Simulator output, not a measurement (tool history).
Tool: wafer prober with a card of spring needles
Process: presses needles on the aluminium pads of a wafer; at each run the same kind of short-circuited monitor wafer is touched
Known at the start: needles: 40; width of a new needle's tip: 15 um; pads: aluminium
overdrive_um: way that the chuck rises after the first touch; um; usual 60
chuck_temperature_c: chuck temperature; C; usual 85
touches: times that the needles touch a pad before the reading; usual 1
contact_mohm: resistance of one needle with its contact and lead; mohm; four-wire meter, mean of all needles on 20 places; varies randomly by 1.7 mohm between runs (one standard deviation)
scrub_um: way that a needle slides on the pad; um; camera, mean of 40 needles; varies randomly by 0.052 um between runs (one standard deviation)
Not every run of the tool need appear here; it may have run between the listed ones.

run,hour,overdrive_um,chuck_temperature_c,touches,contact_mohm,scrub_um
1,0.0,60,85,1,177,9.77
# hour 3.3: tips cleaned on abrasive film
# hour 9.9: tips cleaned on abrasive film
# hour 18.1: tips cleaned on abrasive film
# hour 25.1: tips cleaned on abrasive film
2,25.1,60,85,1,175,9.90
# hour 33.3: tips cleaned on abrasive film
# hour 39.8: tips cleaned on abrasive film
3,40.4,60,85,1,175,9.80
# hour 47.0: tips cleaned on abrasive film
# hour 55.2: tips cleaned on abrasive film
4,57.6,60,57,1,171,9.85
# hour 62.6: tips cleaned on abrasive film
# hour 70.7: tips cleaned on abrasive film
5,74.6,60,57,1,174,9.80
# hour 77.9: tips cleaned on abrasive film
# hour 84.4: tips cleaned on abrasive film
# hour 92.6: tips cleaned on abrasive film
# hour 99.2: tips cleaned on abrasive film
# hour 105.7: tips cleaned on abrasive film
6,106.1,60,41,1,171,9.73
# hour 112.7: tips cleaned on abrasive film
# hour 120.9: tips cleaned on abrasive film
# hour 129.0: tips cleaned on abrasive film
7,132.4,60,41,1,170,9.85
# hour 135.7: tips cleaned on abrasive film
# hour 137.6: height of the first contact set anew
# hour 142.6: tips cleaned on abrasive film
# hour 150.7: tips cleaned on abrasive film
8,156.5,60,41,1,168,9.87
# hour 158.3: tips cleaned on abrasive film
# hour 166.4: tips cleaned on abrasive film
# hour 174.6: tips cleaned on abrasive film
9,179.1,60,41,1,169,9.80
# hour 182.4: tips cleaned on abrasive film
# hour 190.5: tips cleaned on abrasive film
# hour 198.6: tips cleaned on abrasive film
10,201.0,60,41,1,169,9.79
# hour 205.9: tips cleaned on abrasive film
# hour 214.1: tips cleaned on abrasive film
# hour 220.7: tips cleaned on abrasive film
# hour 228.8: tips cleaned on abrasive film
# hour 237.0: tips cleaned on abrasive film
11,237.3,60,41,1,167,9.73
# hour 243.8: tips cleaned on abrasive film
# hour 252.0: tips cleaned on abrasive film
# hour 260.2: tips cleaned on abrasive film
12,262.5,60,41,1,166,9.87
# hour 267.4: tips cleaned on abrasive film
# hour 274.0: tips cleaned on abrasive film
# hour 282.2: tips cleaned on abrasive film
# hour 290.3: tips cleaned on abrasive film
# hour 298.5: tips cleaned on abrasive film
13,299.0,60,59,1,172,9.80
# hour 305.5: tips cleaned on abrasive film
# hour 313.7: tips cleaned on abrasive film
# hour 320.2: tips cleaned on abrasive film
# hour 328.4: tips cleaned on abrasive film
# hour 335.0: tips cleaned on abrasive film
14,336.9,60,59,1,172,9.82
# hour 341.9: tips cleaned on abrasive film
# hour 348.4: tips cleaned on abrasive film
# hour 355.0: tips cleaned on abrasive film
15,355.2,72,85,1,170,11.75
# hour 361.8: tips cleaned on abrasive film
# hour 368.4: tips cleaned on abrasive film
# hour 376.5: tips cleaned on abrasive film
# hour 383.1: tips cleaned on abrasive film
# hour 389.7: tips cleaned on abrasive film
16,389.7,72,85,1,174,11.83
# hour 397.8: tips cleaned on abrasive film
# hour 406.0: tips cleaned on abrasive film
17,406.2,50,49,1,172,8.14
# hour 412.7: tips cleaned on abrasive film
# hour 420.9: tips cleaned on abrasive film
# hour 429.0: tips cleaned on abrasive film
18,435.4,42,49,1,182,6.82
# hour 437.1: tips cleaned on abrasive film
# hour 445.3: tips cleaned on abrasive film
# hour 453.5: tips cleaned on abrasive film
19,456.6,42,58,1,181,6.78
# hour 461.5: tips cleaned on abrasive film
# hour 468.1: tips cleaned on abrasive film
# hour 476.2: tips cleaned on abrasive film
20,479.9,52,119,1,191,8.52
# hour 483.2: tips cleaned on abrasive film
# hour 491.4: tips cleaned on abrasive film
# hour 499.5: tips cleaned on abrasive film
# hour 507.7: tips cleaned on abrasive film
# hour 514.8: tips cleaned on abrasive film
21,514.8,52,119,1,188,8.50
# hour 521.4: tips cleaned on abrasive film
# hour 529.6: tips cleaned on abrasive film
# hour 536.3: height of the first contact set anew
# hour 538.0: tips cleaned on abrasive film
22,543.3,61,71,3,175,10.02
# hour 545.0: tips cleaned on abrasive film
# hour 553.1: tips cleaned on abrasive film
# hour 561.3: tips cleaned on abrasive film
# hour 569.5: tips cleaned on abrasive film
# hour 576.0: tips cleaned on abrasive film
23,578.5,61,71,3,173,10.02
# hour 583.5: tips cleaned on abrasive film
# hour 591.6: tips cleaned on abrasive film
24,595.8,61,71,3,171,9.99
# hour 599.1: tips cleaned on abrasive film
# hour 607.3: tips cleaned on abrasive film
# hour 614.8: tips cleaned on abrasive film
25,614.8,61,71,3,170,9.96
# hour 621.4: tips cleaned on abrasive film
# hour 629.6: tips cleaned on abrasive film
# hour 637.7: tips cleaned on abrasive film
# hour 644.3: tips cleaned on abrasive film
# hour 651.5: tips cleaned on abrasive film
26,651.5,61,71,3,173,9.89

Each row is a separate what-if for the run after 26, all from the same tool condition, not one after another. Results?
# hour 659.7: tips cleaned on abrasive film
# hour 667.8: tips cleaned on abrasive film
# hour 676.0: tips cleaned on abrasive film
# hour 682.6: tips cleaned on abrasive film
A,684.7,79,64,1,?,?
# hour 659.7: tips cleaned on abrasive film
# hour 667.8: tips cleaned on abrasive film
# hour 676.0: tips cleaned on abrasive film
# hour 682.6: tips cleaned on abrasive film
B,684.7,64,56,3,?,?
# hour 659.7: tips cleaned on abrasive film
# hour 667.8: tips cleaned on abrasive film
# hour 676.0: tips cleaned on abrasive film
# hour 682.6: tips cleaned on abrasive film
C,684.7,67,39,1,?,?
# hour 659.7: tips cleaned on abrasive film
# hour 667.8: tips cleaned on abrasive film
# hour 676.0: tips cleaned on abrasive film
# hour 682.6: tips cleaned on abrasive film
D,684.7,77,29,1,?,?
# hour 659.7: tips cleaned on abrasive film
# hour 667.8: tips cleaned on abrasive film
# hour 676.0: tips cleaned on abrasive film
# hour 682.6: tips cleaned on abrasive film
E,684.7,47,59,1,?,?

run,contact_mohm,scrub_um
A,167,12.90
B,169,10.50
C,165,10.99
D,163,12.56
E,176,7.71
Stripped of hidden state, with their random variation kept, the same runs would have yielded:
run,contact_mohm,scrub_um
A,167,12.90
B,169,10.50
C,165,10.99
D,163,12.56
E,176,7.71

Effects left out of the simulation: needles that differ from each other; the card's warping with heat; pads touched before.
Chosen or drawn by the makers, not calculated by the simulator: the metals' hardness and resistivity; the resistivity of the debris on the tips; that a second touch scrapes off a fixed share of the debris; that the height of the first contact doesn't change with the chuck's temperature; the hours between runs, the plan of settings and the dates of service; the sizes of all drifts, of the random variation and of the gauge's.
